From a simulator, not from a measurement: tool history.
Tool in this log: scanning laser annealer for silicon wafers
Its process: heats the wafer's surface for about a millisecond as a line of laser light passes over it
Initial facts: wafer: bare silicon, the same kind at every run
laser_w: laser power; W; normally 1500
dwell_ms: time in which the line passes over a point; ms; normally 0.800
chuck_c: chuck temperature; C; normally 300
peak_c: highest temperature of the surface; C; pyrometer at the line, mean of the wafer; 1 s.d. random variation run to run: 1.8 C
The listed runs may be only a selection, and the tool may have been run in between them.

run 1 hour=0.0 | laser_w=1500 dwell_ms=0.800 chuck_c=300 | peak_c=1013
run 2 hour=43.1 | laser_w=1500 dwell_ms=0.800 chuck_c=275 | peak_c=992
run 3 hour=100.3 | laser_w=1500 dwell_ms=0.800 chuck_c=275 | peak_c=988
run 4 hour=152.3 | laser_w=1500 dwell_ms=0.800 chuck_c=275 | peak_c=990
run 5 hour=209.5 | laser_w=1500 dwell_ms=0.800 chuck_c=275 | peak_c=990
run 6 hour=265.8 | laser_w=1500 dwell_ms=0.800 chuck_c=300 | peak_c=1014
run 7 hour=323.8 | laser_w=1500 dwell_ms=0.800 chuck_c=300 | peak_c=1018
run 8 hour=390.6 | laser_w=1500 dwell_ms=0.800 chuck_c=300 | peak_c=1018
run 9 hour=442.6 | laser_w=1500 dwell_ms=0.800 chuck_c=300 | peak_c=1014
run 10 hour=487.0 | laser_w=1500 dwell_ms=0.800 chuck_c=300 | peak_c=1015
run 11 hour=540.1 | laser_w=1387 dwell_ms=0.800 chuck_c=300 | peak_c=950
run 12 hour=602.1 | laser_w=1500 dwell_ms=0.737 chuck_c=300 | peak_c=988
run 13 hour=662.1 | laser_w=1500 dwell_ms=0.737 chuck_c=300 | peak_c=986
run 14 hour=723.7 | laser_w=1500 dwell_ms=0.800 chuck_c=300 | peak_c=1015
run 15 hour=779.5 | laser_w=1500 dwell_ms=0.800 chuck_c=300 | peak_c=1015
run 16 hour=812.9 | laser_w=1450 dwell_ms=0.800 chuck_c=300 | peak_c=984
run 17 hour=866.4 | laser_w=1450 dwell_ms=0.800 chuck_c=300 | peak_c=985
-- hour=901.4 window over the wafer cleaned
run 18 hour=924.9 | laser_w=1450 dwell_ms=0.800 chuck_c=300 | peak_c=989
run 19 hour=959.4 | laser_w=1450 dwell_ms=0.800 chuck_c=300 | peak_c=988
run 20 hour=1002.9 | laser_w=1450 dwell_ms=0.800 chuck_c=300 | peak_c=986
run 21 hour=1057.4 | laser_w=1460 dwell_ms=0.800 chuck_c=273 | peak_c=966
run 22 hour=1089.7 | laser_w=1320 dwell_ms=0.995 chuck_c=316 | peak_c=998
run 23 hour=1129.6 | laser_w=1320 dwell_ms=0.995 chuck_c=316 | peak_c=999
run 24 hour=1175.1 | laser_w=1568 dwell_ms=0.800 chuck_c=300 | peak_c=1057
run 25 hour=1240.4 | laser_w=1568 dwell_ms=0.800 chuck_c=300 | peak_c=1055
run 26 hour=1303.6 | laser_w=1500 dwell_ms=0.800 chuck_c=289 | peak_c=1001
run 27 hour=1342.7 | laser_w=1324 dwell_ms=0.800 chuck_c=311 | peak_c=925
run 28 hour=1399.7 | laser_w=1607 dwell_ms=0.617 chuck_c=281 | peak_c=962
run 29 hour=1429.9 | laser_w=1607 dwell_ms=0.617 chuck_c=281 | peak_c=962
run 30 hour=1466.3 | laser_w=1385 dwell_ms=0.800 chuck_c=300 | peak_c=950
run 31 hour=1507.0 | laser_w=1539 dwell_ms=0.640 chuck_c=338 | peak_c=999
run 32 hour=1573.1 | laser_w=1500 dwell_ms=0.967 chuck_c=324 | peak_c=1108
run 33 hour=1638.3 | laser_w=1528 dwell_ms=0.844 chuck_c=277 | peak_c=1026
run 34 hour=1682.6 | laser_w=1528 dwell_ms=0.844 chuck_c=277 | peak_c=1030
run 35 hour=1716.5 | laser_w=1412 dwell_ms=0.571 chuck_c=277 | peak_c=840
-- hour=1770.1 optics aligned, line set to its width
run 36 hour=1772.8 | laser_w=1412 dwell_ms=0.571 chuck_c=321 | peak_c=887
run 37 hour=1827.7 | laser_w=1412 dwell_ms=0.571 chuck_c=321 | peak_c=883
run 38 hour=1876.3 | laser_w=1468 dwell_ms=0.800 chuck_c=300 | peak_c=998
run 39 hour=1937.5 | laser_w=1324 dwell_ms=0.857 chuck_c=314 | peak_c=949
run 40 hour=1986.9 | laser_w=1447 dwell_ms=0.857 chuck_c=314 | peak_c=1019

Here are 3 independent what-if runs from the current tool condition. What would each one return?
run A hour=2045.9 | laser_w=1474 dwell_ms=0.839 chuck_c=314 | peak_c=?
run B hour=2045.9 | laser_w=1591 dwell_ms=0.800 chuck_c=300 | peak_c=?
run C hour=2045.9 | laser_w=1560 dwell_ms=0.857 chuck_c=314 | peak_c=?

run=A peak_c=1029
run=B peak_c=1066
run=C peak_c=1087
Had the tool no hidden state, the same runs would have come out as:
run=A peak_c=1029
run=B peak_c=1067
run=C peak_c=1088
